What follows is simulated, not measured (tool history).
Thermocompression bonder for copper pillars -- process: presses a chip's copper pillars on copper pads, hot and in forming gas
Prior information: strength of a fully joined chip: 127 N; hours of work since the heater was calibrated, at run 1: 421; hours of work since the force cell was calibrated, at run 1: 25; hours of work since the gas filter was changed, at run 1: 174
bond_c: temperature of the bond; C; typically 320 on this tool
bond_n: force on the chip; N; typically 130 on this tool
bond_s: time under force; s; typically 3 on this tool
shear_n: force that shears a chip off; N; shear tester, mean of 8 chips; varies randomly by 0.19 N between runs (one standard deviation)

| run | hour | bond_c | bond_n | bond_s | hours of work since the heater was calibrated | hours of work since the force cell was calibrated | hours of work since the gas filter was changed | shear_n |
|---|---|---|---|---|---|---|---|---|
| 1 | 0 | 320 | 130 | 3 | 421 | 25 | 174 | 44.9 |
| 2 | 13.4 | 320 | 130 | 3 | 427 | 31 | 180 | 45 |
| 3 | 23.2 | 320 | 130 | 3 | 432 | 35 | 184 | 44.7 |
| 4 | 37.4 | 320 | 130 | 3 | 438 | 42 | 191 | 44.4 |
| 5 | 55.1 | 320 | 130 | 3 | 446 | 50 | 199 | 44.2 |
| 6 | 69.9 | 320 | 130 | 3 | 453 | 57 | 205 | 44.9 |
| 7 | 86.8 | 320 | 130 | 3 | 461 | 64 | 213 | 44.5 |
| 8 | 100.9 | 320 | 130 | 3 | 467 | 71 | 220 | 44.5 |
|  | 108.6 | forming gas filter changed |
| 9 | 117.1 | 320 | 130 | 3 | 474 | 78 | 4 | 44.9 |
| 10 | 136.4 | 320 | 130 | 3 | 483 | 87 | 13 | 44.8 |
| 11 | 145.6 | 320 | 130 | 3 | 487 | 91 | 17 | 44.4 |
| 12 | 164 | 320 | 130 | 3 | 496 | 100 | 25 | 44.9 |
| 13 | 176.2 | 320 | 130 | 3 | 501 | 105 | 31 | 45.2 |
| 14 | 184.9 | 320 | 130 | 3 | 505 | 109 | 35 | 44.8 |
| 15 | 205.2 | 320 | 130 | 3 | 515 | 118 | 44 | 44.8 |
| 16 | 215.8 | 320 | 130 | 3 | 519 | 123 | 49 | 44.9 |
| 17 | 226.7 | 320 | 130 | 3 | 524 | 128 | 54 | 44.7 |
| 18 | 244.3 | 320 | 130 | 3 | 532 | 136 | 62 | 44.8 |
| 19 | 257.7 | 320 | 130 | 3 | 539 | 142 | 68 | 45.2 |
| 20 | 277.6 | 320 | 130 | 3 | 548 | 151 | 77 | 44.6 |
| 21 | 291.1 | 294 | 134 | 2 | 554 | 158 | 83 | 30.5 |
| 22 | 310 | 335 | 156 | 3 | 562 | 166 | 92 | 56.8 |
| 23 | 325.1 | 304 | 156 | 6 | 569 | 173 | 99 | 57.7 |
| 24 | 335.2 | 304 | 120 | 6 | 574 | 178 | 103 | 48.8 |
| 25 | 344.9 | 304 | 123 | 4 | 578 | 182 | 108 | 42 |
| 26 | 353.8 | 320 | 157 | 3 | 582 | 186 | 112 | 50.8 |
| 27 | 362.9 | 331 | 139 | 2 | 587 | 190 | 116 | 43.7 |
| 28 | 377.7 | 297 | 90 | 2 | 593 | 197 | 123 | 23.4 |
| 29 | 396.6 | 320 | 130 | 2 | 602 | 206 | 132 | 38.1 |
| 30 | 405.5 | 320 | 130 | 2 | 606 | 210 | 136 | 37.9 |
| 31 | 416.9 | 294 | 130 | 3 | 611 | 215 | 141 | 36 |
| 32 | 426.9 | 294 | 130 | 3 | 616 | 220 | 145 | 35.6 |
| 33 | 440.2 | 320 | 78 | 2 | 622 | 226 | 151 | 26.3 |
| 34 | 454.4 | 331 | 78 | 4 | 628 | 232 | 158 | 38.2 |
| 35 | 467.6 | 331 | 78 | 4 | 634 | 238 | 164 | 38.7 |
| 36 | 476.8 | 331 | 78 | 4 | 639 | 242 | 168 | 38.4 |
| 37 | 491.9 | 331 | 78 | 4 | 646 | 249 | 175 | 38.4 |
| 38 | 503.5 | 331 | 78 | 4 | 651 | 255 | 180 | 38.9 |
| 39 | 513 | 297 | 184 | 4 | 655 | 259 | 185 | 52.5 |

Branching from run 39: 3 alternative next runs. What would each branch give?
| A | 524.9 | 314 | 167 | 9 | 661 | 264 | 190 | ? |
| B | 524.9 | 318 | 107 | 3 | 661 | 264 | 190 | ? |
| C | 524.9 | 320 | 85 | 3 | 661 | 264 | 190 | ? |

| run | shear_n |
|---|---|
| A | 74.3 |
| B | 38.6 |
| C | 32.8 |
What these runs would have given with no unlogged condition in the tool:
| run | shear_n |
|---|---|
| A | 74.4 |
| B | 38.6 |
| C | 32.8 |
